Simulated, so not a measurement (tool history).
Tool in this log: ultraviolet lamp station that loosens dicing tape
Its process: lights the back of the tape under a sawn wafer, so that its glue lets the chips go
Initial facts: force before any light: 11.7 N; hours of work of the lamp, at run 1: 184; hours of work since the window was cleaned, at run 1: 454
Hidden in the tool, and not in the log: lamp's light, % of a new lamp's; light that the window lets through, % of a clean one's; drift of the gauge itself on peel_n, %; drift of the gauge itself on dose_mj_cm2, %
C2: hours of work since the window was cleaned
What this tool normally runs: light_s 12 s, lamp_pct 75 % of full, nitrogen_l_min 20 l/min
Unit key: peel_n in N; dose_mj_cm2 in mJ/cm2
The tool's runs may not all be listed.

Run 1, hour 0.0: usual settings; hours of work of the lamp 184; C2 454. Result: peel_n 0.621 N, dose_mj_cm2 268 mJ/cm2.
Run 2, hour 10.3: usual settings but light_s 14 s; hours of work of the lamp 188; C2 458. Result: peel_n 0.457 N, dose_mj_cm2 321 mJ/cm2.
Run 3, hour 19.4: usual settings but light_s 14 s; hours of work of the lamp 192; C2 462. Result: peel_n 0.436 N, dose_mj_cm2 313 mJ/cm2.
Run 4, hour 36.9: usual settings but light_s 14 s; hours of work of the lamp 200; C2 470. Result: peel_n 0.446 N, dose_mj_cm2 315 mJ/cm2.
Run 5, hour 50.4: usual settings but light_s 10 s; hours of work of the lamp 206; C2 476. Result: peel_n 0.936 N, dose_mj_cm2 224 mJ/cm2.
Run 6, hour 63.5: usual settings but light_s 10 s; hours of work of the lamp 211; C2 481. Result: peel_n 0.941 N, dose_mj_cm2 224 mJ/cm2.
Run 7, hour 81.7: usual settings; hours of work of the lamp 219; C2 489. Result: peel_n 0.635 N, dose_mj_cm2 267 mJ/cm2.
Run 8, hour 92.2: usual settings but lamp_pct 78 % of full; hours of work of the lamp 224; C2 494. Result: peel_n 0.580 N, dose_mj_cm2 279 mJ/cm2.
Run 9, hour 105.6: usual settings but lamp_pct 78 % of full; hours of work of the lamp 230; C2 500. Result: peel_n 0.584 N, dose_mj_cm2 274 mJ/cm2.
Run 10, hour 126.0: usual settings but lamp_pct 78 % of full; hours of work of the lamp 239; C2 509. Result: peel_n 0.567 N, dose_mj_cm2 282 mJ/cm2.
Run 11, hour 141.2: usual settings but lamp_pct 78 % of full; hours of work of the lamp 245; C2 515. Result: peel_n 0.576 N, dose_mj_cm2 277 mJ/cm2.
Run 12, hour 157.8: usual settings but lamp_pct 78 % of full; hours of work of the lamp 252; C2 522. Result: peel_n 0.565 N, dose_mj_cm2 274 mJ/cm2.
Run 13, hour 167.1: usual settings but light_s 23 s; hours of work of the lamp 256; C2 527. Result: peel_n 0.201 N, dose_mj_cm2 511 mJ/cm2.
Run 14, hour 182.2: usual settings; hours of work of the lamp 263; C2 533. Result: peel_n 0.671 N, dose_mj_cm2 264 mJ/cm2.
Run 15, hour 201.5: usual settings; hours of work of the lamp 271; C2 542. Result: peel_n 0.656 N, dose_mj_cm2 266 mJ/cm2.
Run 16, hour 221.3: usual settings; hours of work of the lamp 280; C2 550. Result: peel_n 0.639 N, dose_mj_cm2 267 mJ/cm2.
Run 17, hour 235.5: usual settings; hours of work of the lamp 286; C2 556. Result: peel_n 0.655 N, dose_mj_cm2 263 mJ/cm2.
Run 18, hour 245.8: usual settings but light_s 8 s; hours of work of the lamp 291; C2 561. Result: peel_n 1.584 N, dose_mj_cm2 174 mJ/cm2.
Run 19, hour 260.9: usual settings but light_s 8 s; hours of work of the lamp 297; C2 567. Result: peel_n 1.557 N, dose_mj_cm2 172 mJ/cm2.
Run 20, hour 272.1: usual settings but light_s 8 s; hours of work of the lamp 302; C2 572. Result: peel_n 1.544 N, dose_mj_cm2 174 mJ/cm2.
Run 21, hour 290.3: usual settings but nitrogen_l_min 21 l/min; hours of work of the lamp 310; C2 580. Result: peel_n 0.625 N, dose_mj_cm2 263 mJ/cm2.
Run 22, hour 305.3: usual settings but light_s 21 s, nitrogen_l_min 36 l/min; hours of work of the lamp 317; C2 587. Result: peel_n 0.195 N, dose_mj_cm2 455 mJ/cm2.
Run 23, hour 317.3: usual settings but nitrogen_l_min 37 l/min; hours of work of the lamp 322; C2 592. Result: peel_n 0.412 N, dose_mj_cm2 257 mJ/cm2.
Run 24, hour 331.3: usual settings but light_s 7 s, lamp_pct 82 % of full, nitrogen_l_min 10 l/min; hours of work of the lamp 328; C2 598. Result: peel_n 2.659 N, dose_mj_cm2 169 mJ/cm2.
Run 25, hour 348.8: usual settings but light_s 7 s, lamp_pct 74 % of full, nitrogen_l_min 27 l/min; hours of work of the lamp 336; C2 606. Result: peel_n 1.642 N, dose_mj_cm2 148 mJ/cm2.
At hour 350.3: window cleaned of glue's vapour.
Run 26, hour 365.4: usual settings but light_s 7 s, lamp_pct 74 % of full, nitrogen_l_min 27 l/min; hours of work of the lamp 343; C2 7. Result: peel_n 1.453 N, dose_mj_cm2 161 mJ/cm2.
Run 27, hour 380.1: usual settings but light_s 7 s, lamp_pct 68 % of full, nitrogen_l_min 25 l/min; hours of work of the lamp 349; C2 13. Result: peel_n 1.775 N, dose_mj_cm2 150 mJ/cm2.
Run 28, hour 397.4: usual settings but light_s 10 s, lamp_pct 69 % of full; hours of work of the lamp 357; C2 21. Result: peel_n 0.986 N, dose_mj_cm2 215 mJ/cm2.
Run 29, hour 409.1: usual settings but light_s 23 s, nitrogen_l_min 7 l/min; hours of work of the lamp 362; C2 26. Result: peel_n 0.321 N, dose_mj_cm2 541 mJ/cm2.
Run 30, hour 423.3: usual settings but light_s 7 s, lamp_pct 85 % of full, nitrogen_l_min 14 l/min; hours of work of the lamp 368; C2 32. Result: peel_n 1.776 N, dose_mj_cm2 188 mJ/cm2.
Run 31, hour 442.2: usual settings but light_s 7 s, lamp_pct 68 % of full, nitrogen_l_min 13 l/min; hours of work of the lamp 376; C2 40. Result: peel_n 2.757 N, dose_mj_cm2 153 mJ/cm2.
Run 32, hour 454.1: usual settings but light_s 7 s, lamp_pct 97 % of full, nitrogen_l_min 13 l/min; hours of work of the lamp 381; C2 45. Result: peel_n 1.510 N, dose_mj_cm2 216 mJ/cm2.
Run 33, hour 467.4: usual settings but lamp_pct 69 % of full; hours of work of the lamp 387; C2 51. Result: peel_n 0.690 N, dose_mj_cm2 259 mJ/cm2.
Run 34, hour 476.4: usual settings but lamp_pct 68 % of full, nitrogen_l_min 6 l/min; hours of work of the lamp 391; C2 55. Result: peel_n 2.013 N, dose_mj_cm2 251 mJ/cm2.
Run 35, hour 496.3: usual settings but lamp_pct 87 % of full, nitrogen_l_min 6 l/min; hours of work of the lamp 400; C2 64. Result: peel_n 1.188 N, dose_mj_cm2 325 mJ/cm2.
Run 36, hour 512.6: usual settings but lamp_pct 91 % of full, nitrogen_l_min 34 l/min; hours of work of the lamp 407; C2 71. Result: peel_n 0.259 N, dose_mj_cm2 339 mJ/cm2.
Run 37, hour 525.4: usual settings but lamp_pct 93 % of full, nitrogen_l_min 17 l/min; hours of work of the lamp 412; C2 76. Result: peel_n 0.389 N, dose_mj_cm2 347 mJ/cm2.
Run 38, hour 545.0: usual settings but lamp_pct 60 % of full, nitrogen_l_min 34 l/min; hours of work of the lamp 421; C2 85. Result: peel_n 0.634 N, dose_mj_cm2 222 mJ/cm2.
Run 39, hour 558.6: usual settings but lamp_pct 60 % of full, nitrogen_l_min 34 l/min; hours of work of the lamp 427; C2 91. Result: peel_n 0.624 N, dose_mj_cm2 220 mJ/cm2.
Run 40, hour 568.5: usual settings but lamp_pct 60 % of full, nitrogen_l_min 34 l/min; hours of work of the lamp 431; C2 95. Result: peel_n 0.626 N, dose_mj_cm2 224 mJ/cm2.
Run 41, hour 579.2: usual settings but light_s 21 s, lamp_pct 60 % of full, nitrogen_l_min 27 l/min; hours of work of the lamp 436; C2 100. Result: peel_n 0.225 N, dose_mj_cm2 384 mJ/cm2.

Each run again, without the hidden state but with its own random variation kept:
run  peel_n  dose_mj_cm2
  1   0.486          298
  2   0.365          357
  3   0.346          349
  4   0.351          351
  5   0.727          250
  6   0.729          251
  7   0.486          300
  8   0.445          313
  9   0.445          309
 10   0.430          317
 11   0.434          313
 12   0.425          311
 13   0.187          579
 14   0.501          301
 15   0.485          302
 16   0.471          305
 17   0.482          300
 18   1.214          199
 19   1.190          198
 20   1.176          200
 21   0.451          302
 22   0.186          524
 23   0.305          297
 24   2.133          195
 25   1.239          171
 26   1.301          171
 27   1.597          159
 28   0.865          228
 29   0.284          575
 30   1.585          200
 31   2.507          163
 32   1.326          230
 33   0.589          277
 34   1.782          269
 35   1.023          349
 36   0.234          365
 37   0.332          374
 38   0.530          240
 39   0.519          238
 40   0.520          243
 41   0.203          417
